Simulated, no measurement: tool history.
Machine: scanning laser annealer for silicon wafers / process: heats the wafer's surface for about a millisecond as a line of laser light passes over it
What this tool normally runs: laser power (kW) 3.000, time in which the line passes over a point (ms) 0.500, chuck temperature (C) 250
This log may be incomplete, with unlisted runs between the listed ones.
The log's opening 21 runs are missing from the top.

run     day  laser power (kW)  time in which the line passes over a point (ms)  chuck temperature (C)  hours of work since the window was cleaned  hours of work since the power meter was calibrated  hours of work since the optics were aligned  highest temperature of the surface (C)
 22  19.417             3.193                                            0.500                    249                                         114                                                 259                                          689                                    1035
 23  20.492             3.193                                            0.500                    249                                         125                                                 271                                          700                                    1036
 24  21.404             3.000                                            0.437                    226                                         135                                                 281                                          710                                     912
 25  22.688             2.962                                            0.437                    226                                         149                                                 294                                          723                                     900
 26  23.900             2.965                                            0.560                    232                                         162                                                 307                                          736                                     997
 27  24.904             3.198                                            0.520                    290                                         172                                                 318                                          747                                    1088
 28  25.842             3.198                                            0.520                    290                                         182                                                 327                                          757                                    1090
 29  26.883             3.198                                            0.520                    290                                         193                                                 338                                          768                                    1093
 30  28.004             3.198                                            0.520                    290                                         205                                                 350                                          780                                    1091
 31  28.892             3.240                                            0.365                    250                                         214                                                 360                                          789                                     932
 32  30.071             3.240                                            0.365                    250                                         227                                                 372                                          801                                     930
 33  31.029             2.676                                            0.365                    250                                         237                                                 382                                          812                                     800
 34  31.933             3.000                                            0.368                    240                                         247                                                 392                                          821                                     870
 35  33.054             3.000                                            0.419                    250                                         258                                                 404                                          833                                     920
 36  34.329             3.155                                            0.523                    238                                         272                                                 417                                          846                                    1031
 37  34.983             3.155                                            0.523                    238                                         279                                                 424                                          853                                    1034
 38  36.233             2.699                                            0.467                    234                                         292                                                 437                                          867                                     863
 39  36.967             2.781                                            0.547                    254                                         300                                                 445                                          874                                     959
 40  38.017             2.781                                            0.538                    254                                         311                                                 456                                          885                                     949

Consider 5 possible next runs. They are alternatives, not a sequence: every one starts from the tool as it was left by run 40. What does each give?
  A  39.162             3.107                                            0.500                    250                                         323                                                 468                                          898                                       ?
  B  39.162             3.203                                            0.494                    290                                         323                                                 468                                          898                                       ?
  C  39.162             2.781                                            0.538                    268                                         323                                                 468                                          898                                       ?
  D  39.162             2.781                                            0.538                    216                                         323                                                 468                                          898                                       ?
  E  39.162             3.000                                            0.482                    229                                         323                                                 468                                          898                                       ?

run  highest temperature of the surface (C)
  A                                    1013
  B                                    1075
  C                                     968
  D                                     912
  E                                     949
Had the tool no hidden state, the same runs would have come out as:
run  highest temperature of the surface (C)
  A                                    1014
  B                                    1075
  C                                     968
  D                                     913
  E                                     949

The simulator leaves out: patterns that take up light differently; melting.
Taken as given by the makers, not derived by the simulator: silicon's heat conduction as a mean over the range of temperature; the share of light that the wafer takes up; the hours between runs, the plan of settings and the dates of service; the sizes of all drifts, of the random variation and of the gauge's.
